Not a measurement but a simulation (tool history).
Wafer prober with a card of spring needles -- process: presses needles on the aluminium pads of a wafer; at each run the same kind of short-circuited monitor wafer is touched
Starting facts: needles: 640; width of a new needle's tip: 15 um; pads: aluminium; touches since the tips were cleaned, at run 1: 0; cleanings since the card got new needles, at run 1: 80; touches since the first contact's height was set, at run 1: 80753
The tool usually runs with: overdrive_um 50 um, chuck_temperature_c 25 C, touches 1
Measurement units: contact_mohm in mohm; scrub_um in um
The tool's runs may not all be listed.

run   hour  overdrive_um  chuck_temperature_c  touches  touches since the tips were cleaned  cleanings since the card got new needles  touches since the first contact's height was set  contact_mohm  scrub_um
  1      0            50                   25        1                                    0                                        80                                             80753           182       8.7
      18.5  -- tips cleaned on abrasive film
  2     34            50                   25        1                                 7397                                        81                                             97010           188       8.7
      38.4  -- tips cleaned on abrasive film
      57.4  -- tips cleaned on abrasive film
  3     73            50                   25        1                                 7449                                        83                                            115641           187       8.7
      78.3  -- tips cleaned on abrasive film
      99.2  -- tips cleaned on abrasive film
  4  109.7            50                   25        1                                 5012                                        85                                            133171           187      8.71
     117.4  -- tips cleaned on abrasive film
  5  129.6            50                   25        1                                 5865                                        86                                            142720           186       8.7
     138.1  -- tips cleaned on abrasive film
  6  149.9            50                   25        1                                 5669                                        87                                            152382           186      8.71
     156.2  -- tips cleaned on abrasive film
     175.1  -- tips cleaned on abrasive film
     193.9  -- tips cleaned on abrasive film
  7  197.9            50                   25        1                                 1902                                        90                                            175299           184      8.71
       214  -- tips cleaned on abrasive film
  8  217.9            50                   25        1                                 1849                                        91                                            184855           184      8.72
     232.2  -- tips cleaned on abrasive film
     252.2  -- tips cleaned on abrasive film
  9  265.6            50                   25        1                                 6399                                        93                                            207659           188      8.72
     274.1  -- tips cleaned on abrasive film
     293.4  -- tips cleaned on abrasive film
 10    306            50                   25        1                                 6051                                        95                                            226977           187      8.78
     313.1  -- tips cleaned on abrasive film
     333.3  -- tips cleaned on abrasive film
 11  348.4            50                   25        1                                 7234                                        97                                            247226           185      8.78
     350.8  -- height of the first contact set anew
     354.3  -- tips cleaned on abrasive film
     373.2  -- tips cleaned on abrasive film
     391.7  -- tips cleaned on abrasive film
 12  391.7            50                   25        1                                    0                                       100                                             19483           184      8.76
     412.8  -- tips cleaned on abrasive film
 13  430.2            50                   25        1                                 8364                                       101                                             37903           188      8.76
     434.1  -- tips cleaned on abrasive film
     454.9  -- tips cleaned on abrasive film
     473.3  -- tips cleaned on abrasive film
 14  477.4            50                   25        1                                 2007                                       104                                             60462           185      8.78
     492.8  -- tips cleaned on abrasive film
     511.5  -- tips cleaned on abrasive film
 15  523.6            50                   25        1                                 5807                                       106                                             82536           187      8.74
     530.4  -- tips cleaned on abrasive film
     549.8  -- tips cleaned on abrasive film
 16  554.5            34                   30        2                                 2226                                       108                                             97260           190      5.98
     568.9  -- tips cleaned on abrasive film
 17  581.7            63                   30        2                                 6135                                       109                                            110288           188     11.12
     588.5  -- tips cleaned on abrasive film
     610.4  -- tips cleaned on abrasive film
 18  628.3            63                   30        2                                 8627                                       111                                            132583           187      11.1
     632.9  -- tips cleaned on abrasive film
     652.9  -- tips cleaned on abrasive film
     671.4  -- tips cleaned on abrasive film
 19  671.4            63                   30        2                                    0                                       114                                            153098           186     11.12
     690.4  -- tips cleaned on abrasive film
 20  697.9            63                   30        2                                 3601                                       115                                            165803           186     11.09
     708.8  -- tips cleaned on abrasive film
 21  725.9            41                  117        2                                 8174                                       116                                            179178           207      7.23
       729  -- tips cleaned on abrasive film
     749.4  -- tips cleaned on abrasive film
 22  759.6            49                   25        2                                 4890                                       118                                            195295           185      8.63
       769  -- tips cleaned on abrasive film
     789.2  -- tips cleaned on abrasive film
 23  805.7            50                   25        1                                 7929                                       120                                            217322           186      8.82
     809.5  -- tips cleaned on abrasive film
     828.5  -- tips cleaned on abrasive film
 24  844.2            35                   25        2                                 7516                                       122                                            235707           191       6.2

The next listed run, before its measurement:
     847.3  -- tips cleaned on abrasive film
     865.9  -- tips cleaned on abrasive film
     870.4  -- height of the first contact set anew
      886  -- tips cleaned on abrasive film
 25   891            55                   25        2                                 2441                                       125                                              9880             ?         ?

Run 25 gave contact_mohm 185 mohm, scrub_um 9.77 um.
If the tool had no hidden condition, the same run with the same run-to-run variation would have returned contact_mohm 185 mohm, scrub_um 9.59 um.
